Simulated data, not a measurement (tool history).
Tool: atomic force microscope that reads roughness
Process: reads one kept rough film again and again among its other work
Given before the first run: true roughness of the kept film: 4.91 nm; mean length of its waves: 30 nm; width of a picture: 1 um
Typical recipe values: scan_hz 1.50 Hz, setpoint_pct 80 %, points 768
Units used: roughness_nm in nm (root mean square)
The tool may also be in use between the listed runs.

run	hour	scan_hz	setpoint_pct	points	roughness_nm
1	0.0	1.50	80	768	3.582
2	8.3	1.50	80	768	3.551
# hour 14.5: new tip fitted
3	14.7	1.50	80	768	3.952
4	21.2	1.64	80	768	3.894
5	25.4	1.64	80	768	3.913
6	30.4	1.50	69	768	4.078
7	37.0	1.50	69	768	4.059
8	42.9	1.50	69	768	4.022
9	51.2	1.50	69	768	3.997
10	57.6	1.50	69	768	3.967
11	64.4	1.50	69	768	3.952
12	71.3	1.50	83	929	3.693
# hour 72.9: height scale calibrated on a step standard
13	77.5	1.18	80	768	3.789
14	87.2	0.67	80	1004	3.894
15	95.3	0.67	88	1004	3.812
16	102.9	0.77	61	768	3.933
17	106.9	0.91	90	802	3.648
18	112.8	0.91	90	802	3.641
19	120.3	0.91	90	802	3.593
# hour 122.4: height scale calibrated on a step standard, once more
20	127.9	2.64	87	308	3.110
21	136.1	0.84	71	379	3.761

Consider 3 possible next runs. They are alternatives, not a sequence: every one starts from the tool as it was left by run 21. What does each give?
A	142.9	1.19	62	309	?
B	142.9	0.84	85	379	?
C	142.9	0.53	80	768	?

run	roughness_nm
A	3.736
B	3.595
C	3.750
The same runs, with their run-to-run variation unchanged, on a tool lacking any hidden condition would have given:
run	roughness_nm
A	4.242
B	4.082
C	4.257

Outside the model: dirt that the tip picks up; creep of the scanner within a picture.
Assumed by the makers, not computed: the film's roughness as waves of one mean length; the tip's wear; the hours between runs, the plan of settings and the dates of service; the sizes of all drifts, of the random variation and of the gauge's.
